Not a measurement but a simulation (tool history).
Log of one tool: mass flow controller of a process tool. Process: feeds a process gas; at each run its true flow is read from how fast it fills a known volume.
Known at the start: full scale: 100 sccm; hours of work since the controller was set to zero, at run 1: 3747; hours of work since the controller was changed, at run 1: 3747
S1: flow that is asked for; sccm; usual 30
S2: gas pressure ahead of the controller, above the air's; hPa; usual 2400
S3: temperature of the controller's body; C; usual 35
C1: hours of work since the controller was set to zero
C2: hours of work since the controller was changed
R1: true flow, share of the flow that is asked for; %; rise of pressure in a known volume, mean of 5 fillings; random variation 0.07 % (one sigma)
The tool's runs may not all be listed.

run      day  S1    S2  S3    C1    C2     R1
  1    0.000  30  2400  35  3747  3747  98.06
  2   11.283  28  2400  35  3903  3903  97.95
  3   33.038  12  2400  35  4204  4204  93.79
  4   43.125  30  2400  27  4344  4344  98.63
  5   55.938  30  2400  27  4521  4521  98.73
  6   76.933  30  2400  27  4812  4812  98.80
  7   88.704  30  2400  27  4975  4975  98.86
  8  108.033  30  2400  27  5242  5242  98.94
  9  125.633  30  2400  35  5486  5486  98.60
     130.112  -- controller exchanged for a calibrated one
 10  142.508  30  2400  34   172   172  97.04
 11  151.758  30  2400  34   300   300  97.10
 12  168.871  14  2400  35   537   537  96.17
 13  188.421  30  2400  20   807   807  97.99
 14  204.375  30  2400  20  1028  1028  98.21
 15  223.429  30  2320  35  1292  1292  97.39
 16  244.112  30  2320  35  1578  1578  97.53
 17  261.258  30  2400  35  1816  1816  97.41
 18  279.217  30  2400  35  2064  2064  97.43
 19  296.921  30  2400  35  2309  2309  97.68
 20  308.392  30  1870  35  2468  2468  98.01
 21  317.688  30  1870  35  2597  2597  98.00
 22  332.338  30  1870  35  2800  2800  98.04
 23  348.817  30  1870  35  3028  3028  98.16
 24  366.479  18  1970  35  3272  3272  96.50

The next listed run, before its measurement:
 25  378.571  18  1970  35  3440  3440   ?

R1: 96.45 %
Without the tool's hidden state the same run would have given R1 96.99 %.
